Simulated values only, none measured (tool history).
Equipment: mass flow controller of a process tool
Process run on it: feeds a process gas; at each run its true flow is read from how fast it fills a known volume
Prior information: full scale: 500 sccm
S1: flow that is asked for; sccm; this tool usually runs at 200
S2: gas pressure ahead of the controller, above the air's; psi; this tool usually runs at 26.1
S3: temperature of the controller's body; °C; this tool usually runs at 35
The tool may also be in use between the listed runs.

Run 1, hour 0: usual settings. Result: true flow (%) 99.78.
Run 2, hour 133.6: usual settings. Result: true flow (%) 99.85.
Run 3, hour 377.2: usual settings. Result: true flow (%) 99.67.
Run 4, hour 495.8: usual settings. Result: true flow (%) 99.82.
Run 5, hour 688.9: usual settings. Result: true flow (%) 99.79.
Run 6, hour 809.1: usual settings. Result: true flow (%) 99.79.
Run 7, hour 1070.7: usual settings. Result: true flow (%) 99.87.
Run 8, hour 1222: usual settings. Result: true flow (%) 99.78.
Run 9, hour 1476: usual settings. Result: true flow (%) 99.89.
Run 10, hour 1702.8: usual settings but S2 25.5 psi. Result: true flow (%) 99.75.
Run 11, hour 1932.1: usual settings but S3 36 °C. Result: true flow (%) 99.85.
Run 12, hour 2180.2: usual settings but S1 54 sccm. Result: true flow (%) 99.17.
Run 13, hour 2390.4: usual settings. Result: true flow (%) 99.78.
Run 14, hour 2599.4: usual settings. Result: true flow (%) 99.92.
Run 15, hour 2863.6: usual settings but S1 185 sccm, S3 28 °C. Result: true flow (%) 98.95.
Run 16, hour 2975.9: usual settings but S1 185 sccm, S3 28 °C. Result: true flow (%) 98.9.
Run 17, hour 3132.3: usual settings but S1 185 sccm, S3 28 °C. Result: true flow (%) 98.89.
Run 18, hour 3386.4: usual settings but S1 202 sccm, S2 21.2 psi, S3 22 °C. Result: true flow (%) 98.3.
At hour 3490.8: controller's zero set anew.
Run 19, hour 3500.5: usual settings but S1 54 sccm, S2 23.2 psi, S3 21 °C. Result: true flow (%) 97.47.
Run 20, hour 3670.4: usual settings but S1 289 sccm, S2 38.9 psi. Result: true flow (%) 100.18.
Run 21, hour 3810.3: usual settings but S1 289 sccm, S2 38.9 psi. Result: true flow (%) 100.25.
Run 22, hour 3942.3: usual settings but S1 289 sccm, S2 38.9 psi. Result: true flow (%) 100.37.
Run 23, hour 4195.6: usual settings but S1 226 sccm, S2 26.3 psi, S3 25 °C. Result: true flow (%) 98.82.
At hour 4353.1: controller exchanged for a calibrated one.
Run 24, hour 4374.7: usual settings but S1 272 sccm, S2 25.5 psi, S3 36 °C. Result: true flow (%) 100.22.
Run 25, hour 4562.2: usual settings but S1 272 sccm, S2 25.5 psi, S3 36 °C. Result: true flow (%) 100.23.
Run 26, hour 4706.1: usual settings but S1 277 sccm. Result: true flow (%) 100.06.
Run 27, hour 4835.5: usual settings but S2 35.1 psi, S3 39 °C. Result: true flow (%) 100.51.

Predict each of these 5 candidate next runs independently; none follows another, all start after run 27:
Run A, hour 4965.6: usual settings but S1 97 sccm, S2 21.2 psi. Result: true flow (%) ?.
Run B, hour 4965.6: usual settings but S2 35.1 psi, S3 28 °C. Result: true flow (%) ?.
Run C, hour 4965.6: usual settings but S1 70 sccm, S2 35.1 psi, S3 39 °C. Result: true flow (%) ?.
Run D, hour 4965.6: usual settings but S1 406 sccm, S2 20.6 psi, S3 39 °C. Result: true flow (%) ?.
Run E, hour 4965.6: usual settings but S1 446 sccm, S2 35.1 psi, S3 39 °C. Result: true flow (%) ?.

run  true flow (%)
  A          99.28
  B          98.99
  C          99.78
  D         101.05
  E         101.41
Had the tool no hidden state, the same runs would have come out as:
run  true flow (%)
  A          99.28
  B          98.99
  C          99.79
  D         101.05
  E         101.41
